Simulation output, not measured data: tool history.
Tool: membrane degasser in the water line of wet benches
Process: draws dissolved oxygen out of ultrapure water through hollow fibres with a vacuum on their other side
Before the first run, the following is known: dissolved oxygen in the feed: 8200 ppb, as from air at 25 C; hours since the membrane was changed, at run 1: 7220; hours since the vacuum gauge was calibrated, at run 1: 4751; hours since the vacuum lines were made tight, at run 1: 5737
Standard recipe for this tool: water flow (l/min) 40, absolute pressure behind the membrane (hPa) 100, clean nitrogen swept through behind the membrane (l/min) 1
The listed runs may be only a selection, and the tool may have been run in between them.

run	day	water flow (l/min)	absolute pressure behind the membrane (hPa)	clean nitrogen swept through behind the membrane (l/min)	hours since the membrane was changed	hours since the vacuum gauge was calibrated	hours since the vacuum lines were made tight	dissolved oxygen in the water behind the degasser (ppb)	pressure that the water loses in the fibres (hPa)
1	0	40	100	1	7220	4751	5737	544.5	570.5
2	6.496	63	100	1	7376	4907	5892	773.2	904.2
3	13.817	40	100	1	7552	5083	6068	544.4	577
4	17.312	40	100	1	7636	5167	6152	544.7	573.4
5	22.75	40	100	1	7766	5297	6283	544.2	573.5
6	29.596	40	100	1	7931	5462	6447	545.1	577
7	36.817	40	100	1	8104	5635	6620	546.7	575.5
8	42.171	40	100	1	8232	5764	6749	547.7	576.5
9	45.596	40	100	0.86	8314	5846	6831	611.7	578.7
10	50.212	40	179	1	8425	5957	6942	1081.7	578.5
11	56.242	40	179	1	8570	6101	7086	1084.1	576.7
12	59.596	32	179	1	8651	6182	7167	913.7	463.8
13	65.904	32	179	1	8802	6333	7318	920.8	464.6
# day 66.392: vacuum gauge calibrated
14	70.433	32	179	1	8910	97	7427	924.7	460.7
15	74.308	40	100	1	9003	190	7520	555.2	580
16	78.321	40	100	1	9099	286	7616	558.6	576.9
17	86.133	63	199	0.7	9287	474	7803	2060.4	915.8
18	89.55	30	199	0.7	9369	556	7885	1277.7	435.1
19	93.633	41	75	2.21	9467	654	7983	202.5	592.3
# day 98.5: vacuum gauge calibrated, once more
20	100.017	55	78	0.69	9620	36	8136	604.5	799.1
21	104.371	61	78	0.44	9724	141	8241	834.9	887.5
22	108.479	51	78	1.16	9823	240	8339	403	736.5
23	113.65	50	165	1.72	9947	364	8463	773.8	719.3
24	118.275	40	83	1.72	10058	475	8574	262.2	583.3
25	122.321	53	120	0.87	10155	572	8671	912.1	771.6
26	129.579	26	86	2.82	10329	746	8846	120.6	375.8
27	133.504	26	86	2.82	10423	840	8940	120	377.1
28	139.483	26	86	2.82	10567	984	9083	120.7	383.4
29	144.162	32	185	0.63	10679	1096	9196	1298.1	468.3

Run 30 is up next; what results do you expect?
30	151.858	45	145	0.48	10864	1281	9380	?	?

{"run 30": {"dissolved oxygen in the water behind the degasser (ppb)": 1477.8, "pressure that the water loses in the fibres (hPa)": 660.2}}
Take away the tool's hidden state, keep the run-to-run variation as it was, and the same run would have given dissolved oxygen in the water behind the degasser (ppb) 1470.6, pressure that the water loses in the fibres (hPa) 623.9.
